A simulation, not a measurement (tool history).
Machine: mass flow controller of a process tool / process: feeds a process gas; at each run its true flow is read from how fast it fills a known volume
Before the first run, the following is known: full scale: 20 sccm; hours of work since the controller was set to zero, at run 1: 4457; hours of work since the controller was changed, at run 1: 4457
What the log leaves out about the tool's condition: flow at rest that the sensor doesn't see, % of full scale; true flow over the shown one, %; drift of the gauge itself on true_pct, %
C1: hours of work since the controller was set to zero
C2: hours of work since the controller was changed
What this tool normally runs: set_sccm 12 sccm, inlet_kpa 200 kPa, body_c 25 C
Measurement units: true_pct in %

{"run": 1, "hour": 0.0, "set_sccm": 12, "inlet_kpa": 200, "body_c": 25, "C1": 4457, "C2": 4457, "true_pct": 99.36}
{"run": 2, "hour": 284.3, "set_sccm": 12, "inlet_kpa": 200, "body_c": 25, "C1": 4570, "C2": 4570, "true_pct": 99.54}
{"run": 3, "hour": 558.0, "set_sccm": 12, "inlet_kpa": 242, "body_c": 25, "C1": 4677, "C2": 4677, "true_pct": 99.3}
{"run": 4, "hour": 854.7, "set_sccm": 12, "inlet_kpa": 200, "body_c": 28, "C1": 4794, "C2": 4794, "true_pct": 99.31}
{"run": 5, "hour": 1000.1, "set_sccm": 4, "inlet_kpa": 200, "body_c": 28, "C1": 4852, "C2": 4852, "true_pct": 98.82}
{"run": 6, "hour": 1244.7, "set_sccm": 12, "inlet_kpa": 278, "body_c": 25, "C1": 4948, "C2": 4948, "true_pct": 99.2}
{"run": 7, "hour": 1430.1, "set_sccm": 12, "inlet_kpa": 278, "body_c": 25, "C1": 5021, "C2": 5021, "true_pct": 99.16}
{"run": 8, "hour": 1616.0, "set_sccm": 12, "inlet_kpa": 278, "body_c": 25, "C1": 5094, "C2": 5094, "true_pct": 99.15}
{"run": 9, "hour": 1861.4, "set_sccm": 12, "inlet_kpa": 200, "body_c": 25, "C1": 5191, "C2": 5191, "true_pct": 99.37}
{"run": 10, "hour": 2045.7, "set_sccm": 12, "inlet_kpa": 200, "body_c": 25, "C1": 5264, "C2": 5264, "true_pct": 99.37}
{"run": 11, "hour": 2179.5, "set_sccm": 5, "inlet_kpa": 200, "body_c": 25, "C1": 5316, "C2": 5316, "true_pct": 98.97}
{"run": 12, "hour": 2374.4, "set_sccm": 5, "inlet_kpa": 200, "body_c": 25, "C1": 5393, "C2": 5393, "true_pct": 98.9}
{"run": 13, "hour": 2574.4, "set_sccm": 5, "inlet_kpa": 200, "body_c": 25, "C1": 5472, "C2": 5472, "true_pct": 98.96}
{"run": 14, "hour": 2779.3, "set_sccm": 5, "inlet_kpa": 161, "body_c": 25, "C1": 5553, "C2": 5553, "true_pct": 99.06}
{"run": 15, "hour": 3058.2, "set_sccm": 5, "inlet_kpa": 161, "body_c": 25, "C1": 5663, "C2": 5663, "true_pct": 99.03}
{"run": 16, "hour": 3309.3, "set_sccm": 12, "inlet_kpa": 200, "body_c": 25, "C1": 5762, "C2": 5762, "true_pct": 99.54}
{"run": 17, "hour": 3547.7, "set_sccm": 12, "inlet_kpa": 200, "body_c": 25, "C1": 5856, "C2": 5856, "true_pct": 99.39}
{"run": 18, "hour": 3738.5, "set_sccm": 12, "inlet_kpa": 200, "body_c": 22, "C1": 5931, "C2": 5931, "true_pct": 99.56}
{"run": 19, "hour": 3918.3, "set_sccm": 12, "inlet_kpa": 200, "body_c": 25, "C1": 6002, "C2": 6002, "true_pct": 99.49}
{"run": 20, "hour": 4051.9, "set_sccm": 12, "inlet_kpa": 239, "body_c": 25, "C1": 6054, "C2": 6054, "true_pct": 99.25}
{"run": 21, "hour": 4319.3, "set_sccm": 12, "inlet_kpa": 239, "body_c": 33, "C1": 6160, "C2": 6160, "true_pct": 98.99}
{"run": 22, "hour": 4583.4, "set_sccm": 12, "inlet_kpa": 156, "body_c": 33, "C1": 6264, "C2": 6264, "true_pct": 99.03}
{"run": 23, "hour": 4752.1, "set_sccm": 3, "inlet_kpa": 262, "body_c": 20, "C1": 6330, "C2": 6330, "true_pct": 98.89}
{"hour": 4949.9, "done": "controller exchanged for a calibrated one"}
{"run": 24, "hour": 4972.5, "set_sccm": 3, "inlet_kpa": 262, "body_c": 35, "C1": 9, "C2": 9, "true_pct": 98.48}
{"run": 25, "hour": 5172.6, "set_sccm": 3, "inlet_kpa": 208, "body_c": 23, "C1": 88, "C2": 88, "true_pct": 98.84}
{"run": 26, "hour": 5443.6, "set_sccm": 6, "inlet_kpa": 211, "body_c": 30, "C1": 195, "C2": 195, "true_pct": 98.87}
{"run": 27, "hour": 5703.9, "set_sccm": 6, "inlet_kpa": 211, "body_c": 30, "C1": 297, "C2": 297, "true_pct": 98.86}
{"run": 28, "hour": 5840.6, "set_sccm": 12, "inlet_kpa": 266, "body_c": 20, "C1": 351, "C2": 351, "true_pct": 99.56}
{"run": 29, "hour": 5988.2, "set_sccm": 12, "inlet_kpa": 261, "body_c": 35, "C1": 409, "C2": 409, "true_pct": 98.83}
{"run": 30, "hour": 6122.5, "set_sccm": 12, "inlet_kpa": 261, "body_c": 35, "C1": 462, "C2": 462, "true_pct": 98.72}
{"run": 31, "hour": 6306.2, "set_sccm": 12, "inlet_kpa": 223, "body_c": 21, "C1": 535, "C2": 535, "true_pct": 99.56}
{"run": 32, "hour": 6456.8, "set_sccm": 12, "inlet_kpa": 161, "body_c": 25, "C1": 594, "C2": 594, "true_pct": 99.65}
{"run": 33, "hour": 6624.0, "set_sccm": 9, "inlet_kpa": 264, "body_c": 25, "C1": 660, "C2": 660, "true_pct": 99.07}
{"run": 34, "hour": 6880.1, "set_sccm": 18, "inlet_kpa": 210, "body_c": 21, "C1": 761, "C2": 761, "true_pct": 99.94}
{"run": 35, "hour": 7127.8, "set_sccm": 13, "inlet_kpa": 147, "body_c": 36, "C1": 858, "C2": 858, "true_pct": 99.23}
{"run": 36, "hour": 7295.8, "set_sccm": 12, "inlet_kpa": 275, "body_c": 25, "C1": 925, "C2": 925, "true_pct": 99.26}
{"run": 37, "hour": 7531.7, "set_sccm": 9, "inlet_kpa": 200, "body_c": 24, "C1": 1017, "C2": 1017, "true_pct": 99.27}
{"run": 38, "hour": 7839.1, "set_sccm": 9, "inlet_kpa": 200, "body_c": 24, "C1": 1139, "C2": 1139, "true_pct": 99.23}
{"run": 39, "hour": 8029.2, "set_sccm": 9, "inlet_kpa": 200, "body_c": 24, "C1": 1214, "C2": 1214, "true_pct": 99.28}

What if the next run were any one of these 3? Each begins from the tool's condition after run 39:
{"run": "A", "hour": 8198.6, "set_sccm": 12, "inlet_kpa": 268, "body_c": 24, "C1": 1280, "C2": 1280, "true_pct": "?"}
{"run": "B", "hour": 8198.6, "set_sccm": 3, "inlet_kpa": 152, "body_c": 36, "C1": 1280, "C2": 1280, "true_pct": "?"}
{"run": "C", "hour": 8198.6, "set_sccm": 12, "inlet_kpa": 200, "body_c": 40, "C1": 1280, "C2": 1280, "true_pct": "?"}

run=A true_pct=99.29
run=B true_pct=98.48
run=C true_pct=98.91
Had the tool no hidden state, the same runs would have come out as:
run=A true_pct=99.3
run=B true_pct=98.48
run=C true_pct=98.92
